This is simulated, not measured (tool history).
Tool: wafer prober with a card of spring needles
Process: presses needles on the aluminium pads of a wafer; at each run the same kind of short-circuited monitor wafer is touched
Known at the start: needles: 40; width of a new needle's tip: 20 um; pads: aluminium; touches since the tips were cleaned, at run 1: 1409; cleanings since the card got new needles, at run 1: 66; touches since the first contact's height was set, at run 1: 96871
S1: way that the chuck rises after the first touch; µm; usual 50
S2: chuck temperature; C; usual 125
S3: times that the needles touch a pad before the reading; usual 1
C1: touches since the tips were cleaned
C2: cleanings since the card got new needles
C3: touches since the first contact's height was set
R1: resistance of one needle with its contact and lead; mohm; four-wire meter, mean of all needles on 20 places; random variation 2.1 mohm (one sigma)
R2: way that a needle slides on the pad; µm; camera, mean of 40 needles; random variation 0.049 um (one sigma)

run,hour,S1,S2,S3,C1,C2,C3,R1,R2
1,0.0,50,125,1,1409,66,96871,223,9.55
# hour 5.5: tips cleaned on abrasive film
2,10.4,50,125,1,3327,67,103783,221,9.53
# hour 12.2: tips cleaned on abrasive film
# hour 19.1: tips cleaned on abrasive film
3,22.7,50,125,1,2432,69,111890,227,9.63
# hour 26.3: tips cleaned on abrasive film
# hour 33.8: tips cleaned on abrasive film
4,34.8,40,125,1,687,71,119808,228,7.61
# hour 40.5: tips cleaned on abrasive film
# hour 45.8: height of the first contact set anew
5,46.6,40,125,1,3883,72,532,231,7.69
# hour 48.2: tips cleaned on abrasive film
# hour 55.9: tips cleaned on abrasive film
6,56.4,40,125,1,297,74,6955,228,7.75
# hour 62.8: tips cleaned on abrasive film
7,66.2,40,125,2,2247,75,13443,230,7.74
# hour 70.3: tips cleaned on abrasive film
# hour 77.7: tips cleaned on abrasive film
8,78.6,40,125,2,578,77,21630,227,7.84
# hour 84.6: tips cleaned on abrasive film
9,84.8,40,125,2,158,78,25733,231,7.75
# hour 91.3: tips cleaned on abrasive film
10,96.4,40,72,2,3418,79,33385,216,7.82
# hour 98.4: tips cleaned on abrasive film
# hour 105.4: tips cleaned on abrasive film
11,105.4,40,72,2,0,81,39281,218,7.70
# hour 112.8: tips cleaned on abrasive film
12,115.6,40,72,2,1839,82,46048,219,7.83
# hour 120.1: tips cleaned on abrasive film
13,126.4,40,72,2,4190,83,53193,216,7.72
# hour 127.6: tips cleaned on abrasive film
# hour 134.6: tips cleaned on abrasive film
14,137.1,40,72,2,1686,85,60256,216,7.82
# hour 142.3: tips cleaned on abrasive film
# hour 149.1: tips cleaned on abrasive film
15,150.7,50,125,1,1110,87,69223,224,9.78
# hour 156.7: tips cleaned on abrasive film
16,159.6,50,125,1,1926,88,75086,226,9.85
# hour 163.7: tips cleaned on abrasive film
17,168.4,66,90,1,3118,89,80908,214,12.83
# hour 170.7: tips cleaned on abrasive film
# hour 171.9: gauge calibrated
# hour 177.8: tips cleaned on abrasive film
18,178.5,44,36,3,503,91,87547,205,8.41
# hour 184.7: tips cleaned on abrasive film
19,187.6,42,125,2,1909,92,93530,228,8.03
# hour 192.0: tips cleaned on abrasive film
# hour 199.8: tips cleaned on abrasive film
20,202.1,55,125,2,1503,94,103088,225,10.58
# hour 207.1: tips cleaned on abrasive film
21,211.0,52,30,1,2584,95,109007,203,9.98
# hour 214.2: tips cleaned on abrasive film
22,218.9,32,27,2,3142,96,114211,212,6.15
# hour 221.1: tips cleaned on abrasive film
23,226.7,61,110,2,3764,97,119378,217,11.69
# hour 227.9: tips cleaned on abrasive film
24,234.4,61,110,2,4349,98,124466,219,11.83
# hour 235.8: tips cleaned on abrasive film
# hour 238.9: height of the first contact set anew
# hour 243.2: tips cleaned on abrasive film
25,244.3,61,67,2,713,100,3493,210,11.91
# hour 249.9: tips cleaned on abrasive film
26,252.0,35,30,3,1441,101,8617,208,6.77
# hour 257.0: tips cleaned on abrasive film
27,261.2,35,30,3,2814,102,14679,209,6.71
# hour 264.0: tips cleaned on abrasive film
28,268.3,50,89,1,2845,103,19369,219,9.71
# hour 271.8: tips cleaned on abrasive film
# hour 278.5: tips cleaned on abrasive film
29,278.6,42,55,1,30,105,26119,210,8.14
# hour 285.8: tips cleaned on abrasive film
# hour 288.1: gauge calibrated
30,288.1,50,97,1,1535,106,32441,219,9.62
# hour 292.7: tips cleaned on abrasive film
# hour 299.7: tips cleaned on abrasive film
31,301.5,68,125,3,1178,108,41231,221,13.03

Forecast each of these 4 alternatives for the next run:
# hour 306.9: tips cleaned on abrasive film
A,311.8,43,95,1,3320,109,48091,?,?
# hour 306.9: tips cleaned on abrasive film
B,311.8,30,79,3,3320,109,48091,?,?
# hour 306.9: tips cleaned on abrasive film
C,311.8,50,26,1,3320,109,48091,?,?
# hour 306.9: tips cleaned on abrasive film
D,311.8,68,125,1,3320,109,48091,?,?

run,R1,R2
A,222,8.24
B,225,5.80
C,204,9.52
D,220,13.08
Without the tool's hidden state the same runs would have given:
run,R1,R2
A,222,8.21
B,225,5.77
C,204,9.49
D,220,13.03
